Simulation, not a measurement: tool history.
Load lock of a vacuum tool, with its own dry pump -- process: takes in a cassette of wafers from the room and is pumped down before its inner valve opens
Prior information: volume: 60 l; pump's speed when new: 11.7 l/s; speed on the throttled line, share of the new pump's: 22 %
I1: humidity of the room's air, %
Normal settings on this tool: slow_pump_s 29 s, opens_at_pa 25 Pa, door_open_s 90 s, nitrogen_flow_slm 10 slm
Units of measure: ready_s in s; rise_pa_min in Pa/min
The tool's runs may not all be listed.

Run 1, hour 0.0: usual settings; I1 44.6. Result: ready_s 67.3 s, rise_pa_min 0.055 Pa/min.
Run 2, hour 84.8: usual settings; I1 44.1. Result: ready_s 67.7 s, rise_pa_min 0.048 Pa/min.
Run 3, hour 163.6: usual settings but opens_at_pa 23 Pa; I1 46.8. Result: ready_s 67.8 s, rise_pa_min 0.056 Pa/min.
Run 4, hour 252.9: usual settings but opens_at_pa 23 Pa; I1 46.7. Result: ready_s 67.9 s, rise_pa_min 0.061 Pa/min.
Run 5, hour 301.5: usual settings but opens_at_pa 19 Pa; I1 43.8. Result: ready_s 68.8 s, rise_pa_min 0.061 Pa/min.
Run 6, hour 342.3: usual settings but opens_at_pa 19 Pa; I1 44.7. Result: ready_s 69.2 s, rise_pa_min 0.052 Pa/min.
Run 7, hour 401.2: usual settings but opens_at_pa 19 Pa; I1 44.6. Result: ready_s 68.9 s, rise_pa_min 0.053 Pa/min.
Run 8, hour 490.3: usual settings; I1 46.1. Result: ready_s 67.9 s, rise_pa_min 0.060 Pa/min.
Run 9, hour 580.1: usual settings; I1 43.7. Result: ready_s 67.9 s, rise_pa_min 0.058 Pa/min.
Run 10, hour 650.7: usual settings but opens_at_pa 43 Pa; I1 46.8. Result: ready_s 63.8 s, rise_pa_min 0.058 Pa/min.
Run 11, hour 734.7: usual settings but nitrogen_flow_slm 24 slm; I1 44.2. Result: ready_s 67.5 s, rise_pa_min 0.040 Pa/min.
Run 12, hour 808.2: usual settings but nitrogen_flow_slm 24 slm; I1 48.3. Result: ready_s 68.1 s, rise_pa_min 0.044 Pa/min.
Run 13, hour 878.4: usual settings; I1 44.9. Result: ready_s 68.5 s, rise_pa_min 0.053 Pa/min.
Run 14, hour 922.4: usual settings but door_open_s 30 s; I1 41.8. Result: ready_s 67.0 s, rise_pa_min 0.032 Pa/min.
Run 15, hour 997.9: usual settings but door_open_s 30 s; I1 46.3. Result: ready_s 68.0 s, rise_pa_min 0.030 Pa/min.
Run 16, hour 1085.8: usual settings but slow_pump_s 56 s; I1 44.1. Result: ready_s 89.1 s, rise_pa_min 0.049 Pa/min.
Run 17, hour 1146.0: usual settings but slow_pump_s 56 s; I1 44.8. Result: ready_s 89.0 s, rise_pa_min 0.054 Pa/min.
Run 18, hour 1216.0: usual settings but slow_pump_s 21 s, opens_at_pa 40 Pa, door_open_s 42 s, nitrogen_flow_slm 6 slm; I1 46.3. Result: ready_s 59.3 s, rise_pa_min 0.053 Pa/min.
Run 19, hour 1279.1: usual settings but slow_pump_s 52 s, opens_at_pa 40 Pa, door_open_s 42 s, nitrogen_flow_slm 6 slm; I1 49.5. Result: ready_s 83.0 s, rise_pa_min 0.050 Pa/min.
Run 20, hour 1339.6: usual settings but slow_pump_s 52 s, opens_at_pa 29 Pa, door_open_s 138 s, nitrogen_flow_slm 19 slm; I1 47.8. Result: ready_s 84.7 s, rise_pa_min 0.058 Pa/min.
Run 21, hour 1430.5: usual settings but slow_pump_s 34 s, opens_at_pa 27 Pa, door_open_s 187 s, nitrogen_flow_slm 17 slm; I1 46.1. Result: ready_s 71.8 s, rise_pa_min 0.070 Pa/min.
Run 22, hour 1518.1: usual settings but slow_pump_s 34 s, opens_at_pa 27 Pa, door_open_s 187 s, nitrogen_flow_slm 17 slm; I1 46.8. Result: ready_s 70.8 s, rise_pa_min 0.071 Pa/min.
Run 23, hour 1601.8: usual settings but door_open_s 214 s, nitrogen_flow_slm 6 slm; I1 43.2. Result: ready_s 68.1 s, rise_pa_min 0.102 Pa/min.
Run 24, hour 1670.1: usual settings but slow_pump_s 35 s, opens_at_pa 40 Pa, door_open_s 76 s, nitrogen_flow_slm 32 slm; I1 43.7. Result: ready_s 70.3 s, rise_pa_min 0.040 Pa/min.
Run 25, hour 1708.4: usual settings but slow_pump_s 19 s, opens_at_pa 40 Pa, door_open_s 37 s, nitrogen_flow_slm 32 slm; I1 45.3. Result: ready_s 58.2 s, rise_pa_min 0.031 Pa/min.
Run 26, hour 1794.3: usual settings but slow_pump_s 56 s, opens_at_pa 40 Pa, door_open_s 37 s, nitrogen_flow_slm 28 slm; I1 42.6. Result: ready_s 86.4 s, rise_pa_min 0.030 Pa/min.
Run 27, hour 1866.3: usual settings but slow_pump_s 56 s, opens_at_pa 40 Pa, door_open_s 37 s, nitrogen_flow_slm 28 slm; I1 48.0. Result: ready_s 85.1 s, rise_pa_min 0.029 Pa/min.
Run 28, hour 1957.3: usual settings but slow_pump_s 56 s, opens_at_pa 40 Pa, door_open_s 37 s, nitrogen_flow_slm 28 slm; I1 44.8. Result: ready_s 85.9 s, rise_pa_min 0.033 Pa/min.
Run 29, hour 2035.5: usual settings but opens_at_pa 34 Pa, door_open_s 194 s, nitrogen_flow_slm 7 slm; I1 44.5. Result: ready_s 66.3 s, rise_pa_min 0.104 Pa/min.
Run 30, hour 2081.8: usual settings but opens_at_pa 23 Pa, door_open_s 30 s, nitrogen_flow_slm 15 slm; I1 48.2. Result: ready_s 67.9 s, rise_pa_min 0.035 Pa/min.
Run 31, hour 2118.9: usual settings but slow_pump_s 36 s, opens_at_pa 36 Pa, door_open_s 137 s, nitrogen_flow_slm 6 slm; I1 41.9. Result: ready_s 71.3 s, rise_pa_min 0.076 Pa/min.

Here are 3 independent what-if runs from the current tool condition. What would each one return?
Run A, hour 2193.2: usual settings but slow_pump_s 36 s, opens_at_pa 28 Pa, door_open_s 137 s, nitrogen_flow_slm 5 slm; I1 49.1. Result: ready_s ?, rise_pa_min ?.
Run B, hour 2193.2: usual settings but opens_at_pa 45 Pa, door_open_s 26 s; I1 45.3. Result: ready_s ?, rise_pa_min ?.
Run C, hour 2193.2: usual settings but door_open_s 198 s; I1 47.2. Result: ready_s ?, rise_pa_min ?.

run  ready_s  rise_pa_min
  A     72.3        0.095
  B     64.8        0.037
  C     68.5        0.091
Without the tool's unlogged condition, the same runs would have read:
run  ready_s  rise_pa_min
  A     69.9        0.077
  B     62.4        0.020
  C     65.9        0.074
